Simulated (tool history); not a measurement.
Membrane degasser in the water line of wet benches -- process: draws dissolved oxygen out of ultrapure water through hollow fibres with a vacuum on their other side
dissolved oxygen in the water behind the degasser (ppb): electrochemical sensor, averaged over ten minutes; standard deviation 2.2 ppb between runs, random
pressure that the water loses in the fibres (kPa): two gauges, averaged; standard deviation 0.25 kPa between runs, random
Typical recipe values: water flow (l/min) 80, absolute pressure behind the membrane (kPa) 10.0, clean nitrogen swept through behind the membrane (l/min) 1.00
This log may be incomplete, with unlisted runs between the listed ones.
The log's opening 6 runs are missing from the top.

| run | day | water flow (l/min) | absolute pressure behind the membrane (kPa) | clean nitrogen swept through behind the membrane (l/min) | dissolved oxygen in the water behind the degasser (ppb) | pressure that the water loses in the fibres (kPa) |
|---|---|---|---|---|---|---|
| 7 | 21.404 | 107 | 10.0 | 1.00 | 1017.1 | 90.14 |
| 8 | 23.579 | 107 | 10.0 | 1.00 | 1021.1 | 90.56 |
| 9 | 26.979 | 80 | 10.0 | 1.00 | 846.9 | 67.43 |
| 10 | 30.962 | 80 | 10.0 | 1.00 | 847.3 | 67.62 |
| 11 | 34.388 | 80 | 10.0 | 1.00 | 847.8 | 67.47 |
|  | 37.025 | seals of the vacuum lines changed |
| 12 | 37.225 | 80 | 10.0 | 1.73 | 582.4 | 67.06 |
| 13 | 41.521 | 80 | 10.0 | 1.73 | 583.0 | 67.38 |
| 14 | 44.446 | 93 | 10.0 | 1.73 | 654.2 | 78.39 |
| 15 | 48.129 | 116 | 10.0 | 1.00 | 1061.5 | 97.50 |
| 16 | 52.533 | 116 | 10.0 | 1.00 | 1069.7 | 96.98 |
| 17 | 54.396 | 103 | 12.5 | 0.54 | 1809.3 | 86.75 |
| 18 | 58.567 | 103 | 12.5 | 0.54 | 1795.2 | 86.20 |
| 19 | 60.700 | 68 | 12.5 | 0.54 | 1463.8 | 56.88 |
| 20 | 65.183 | 68 | 12.5 | 0.54 | 1460.1 | 56.66 |
| 21 | 69.083 | 80 | 14.1 | 2.42 | 700.9 | 66.98 |
| 22 | 73.146 | 80 | 10.0 | 2.12 | 500.7 | 66.99 |
| 23 | 75.771 | 80 | 10.0 | 0.75 | 1010.9 | 66.88 |
| 24 | 78.567 | 63 | 18.7 | 0.52 | 2226.6 | 52.53 |
| 25 | 82.738 | 104 | 24.8 | 0.82 | 2929.7 | 86.57 |
| 26 | 85.146 | 104 | 24.8 | 0.82 | 2924.9 | 86.49 |
| 27 | 87.158 | 80 | 10.0 | 0.44 | 1324.4 | 66.87 |
| 28 | 89.312 | 57 | 18.5 | 1.00 | 1393.5 | 47.43 |
| 29 | 92.792 | 49 | 18.5 | 1.32 | 1039.1 | 40.80 |
| 30 | 94.662 | 94 | 10.0 | 0.59 | 1251.2 | 78.29 |
|  | 97.475 | gauge calibrated |
| 31 | 97.888 | 94 | 10.0 | 0.59 | 1253.7 | 80.31 |

Here are 4 independent what-if runs from the current tool condition. What would each one return?
| A | 102.129 | 104 | 11.1 | 2.14 | ? | ? |
| B | 102.129 | 74 | 6.7 | 0.59 | ? | ? |
| C | 102.129 | 60 | 17.9 | 2.67 | ? | ? |
| D | 102.129 | 96 | 10.0 | 0.59 | ? | ? |

| run | dissolved oxygen in the water behind the degasser (ppb) | pressure that the water loses in the fibres (kPa) |
|---|---|---|
| A | 702.5 | 88.41 |
| B | 593.7 | 62.98 |
| C | 675.4 | 51.11 |
| D | 1266.7 | 81.08 |
With no hidden state in the tool, these same runs would have given:
| run | dissolved oxygen in the water behind the degasser (ppb) | pressure that the water loses in the fibres (kPa) |
|---|---|---|
| A | 702.2 | 88.48 |
| B | 593.3 | 63.03 |
| C | 675.2 | 51.15 |
| D | 1266.3 | 81.14 |

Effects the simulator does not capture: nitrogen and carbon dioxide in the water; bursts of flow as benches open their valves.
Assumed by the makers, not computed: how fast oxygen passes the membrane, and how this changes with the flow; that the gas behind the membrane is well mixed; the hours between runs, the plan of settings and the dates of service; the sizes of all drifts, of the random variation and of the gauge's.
